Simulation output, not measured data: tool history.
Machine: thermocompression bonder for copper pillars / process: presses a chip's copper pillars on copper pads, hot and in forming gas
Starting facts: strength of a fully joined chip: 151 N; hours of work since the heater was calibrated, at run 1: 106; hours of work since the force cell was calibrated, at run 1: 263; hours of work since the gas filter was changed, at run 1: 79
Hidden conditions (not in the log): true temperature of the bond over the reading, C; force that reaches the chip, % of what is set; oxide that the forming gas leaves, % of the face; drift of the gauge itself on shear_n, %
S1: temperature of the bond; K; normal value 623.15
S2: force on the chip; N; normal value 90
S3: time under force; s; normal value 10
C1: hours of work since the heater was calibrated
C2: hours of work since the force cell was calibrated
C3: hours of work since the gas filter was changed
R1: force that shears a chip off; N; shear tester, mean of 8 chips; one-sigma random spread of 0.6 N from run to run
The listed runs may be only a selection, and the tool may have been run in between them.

run 1 hour=0.0 | S1=623.15 S2=90 S3=10 | C1=106 C2=263 C3=79 | R1=81.1
run 2 hour=23.2 | S1=623.15 S2=90 S3=10 | C1=115 C2=272 C3=88 | R1=81.4
run 3 hour=45.5 | S1=623.15 S2=90 S3=10 | C1=124 C2=281 C3=97 | R1=80.9
run 4 hour=58.1 | S1=623.15 S2=90 S3=10 | C1=129 C2=286 C3=102 | R1=81.7
run 5 hour=72.3 | S1=623.15 S2=90 S3=10 | C1=135 C2=292 C3=108 | R1=81.1
run 6 hour=90.7 | S1=623.15 S2=90 S3=10 | C1=142 C2=299 C3=115 | R1=81.7
run 7 hour=106.0 | S1=623.15 S2=90 S3=8 | C1=148 C2=305 C3=122 | R1=76.0
run 8 hour=123.0 | S1=623.15 S2=90 S3=8 | C1=155 C2=312 C3=128 | R1=75.5
run 9 hour=145.2 | S1=623.15 S2=56 S3=10 | C1=164 C2=321 C3=137 | R1=66.4
run 10 hour=157.5 | S1=623.15 S2=79 S3=10 | C1=169 C2=326 C3=142 | R1=77.6
run 11 hour=175.6 | S1=623.15 S2=79 S3=10 | C1=176 C2=333 C3=149 | R1=77.5
run 12 hour=197.1 | S1=623.15 S2=79 S3=10 | C1=185 C2=342 C3=158 | R1=76.8
run 13 hour=214.6 | S1=623.15 S2=90 S3=7 | C1=192 C2=349 C3=165 | R1=72.0
-- hour=223.0 forming gas filter changed
run 14 hour=229.2 | S1=639.15 S2=123 S3=19 | C1=198 C2=354 C3=3 | R1=120.3
run 15 hour=249.7 | S1=603.15 S2=125 S3=5 | C1=206 C2=362 C3=11 | R1=62.1
run 16 hour=272.6 | S1=633.15 S2=87 S3=15 | C1=215 C2=372 C3=20 | R1=99.9
-- hour=275.6 force cell calibrated
run 17 hour=287.5 | S1=634.15 S2=64 S3=10 | C1=220 C2=5 C3=25 | R1=79.5
run 18 hour=300.4 | S1=634.15 S2=64 S3=10 | C1=225 C2=10 C3=30 | R1=79.2
run 19 hour=316.3 | S1=607.15 S2=71 S3=10 | C1=232 C2=16 C3=37 | R1=63.9
run 20 hour=329.7 | S1=616.15 S2=90 S3=6 | C1=237 C2=22 C3=42 | R1=65.3
run 21 hour=342.0 | S1=616.15 S2=90 S3=6 | C1=242 C2=27 C3=47 | R1=65.6
-- hour=352.0 force cell calibrated, once more
run 22 hour=361.2 | S1=643.15 S2=94 S3=6 | C1=249 C2=4 C3=54 | R1=84.9
run 23 hour=378.4 | S1=643.15 S2=94 S3=6 | C1=256 C2=11 C3=61 | R1=84.1
run 24 hour=396.1 | S1=615.15 S2=88 S3=6 | C1=263 C2=18 C3=68 | R1=64.3
run 25 hour=418.4 | S1=615.15 S2=88 S3=6 | C1=272 C2=27 C3=77 | R1=63.2
run 26 hour=435.6 | S1=651.15 S2=86 S3=6 | C1=279 C2=33 C3=84 | R1=87.9

Forecast each of these 5 alternatives for the next run:
run A hour=457.4 | S1=607.15 S2=118 S3=28 | C1=288 C2=42 C3=93 | R1=?
run B hour=457.4 | S1=651.15 S2=105 S3=6 | C1=288 C2=42 C3=93 | R1=?
run C hour=457.4 | S1=603.15 S2=77 S3=12 | C1=288 C2=42 C3=93 | R1=?
run D hour=457.4 | S1=623.15 S2=78 S3=9 | C1=288 C2=42 C3=93 | R1=?
run E hour=457.4 | S1=614.15 S2=115 S3=14 | C1=288 C2=42 C3=93 | R1=?

run=A R1=107.7
run=B R1=93.9
run=C R1=68.2
run=D R1=74.8
run=E R1=93.0
With the hidden condition removed and each run's random variation left untouched, the same runs would have given:
run=A R1=107.2
run=B R1=93.4
run=C R1=67.2
run=D R1=74.0
run=E R1=92.3
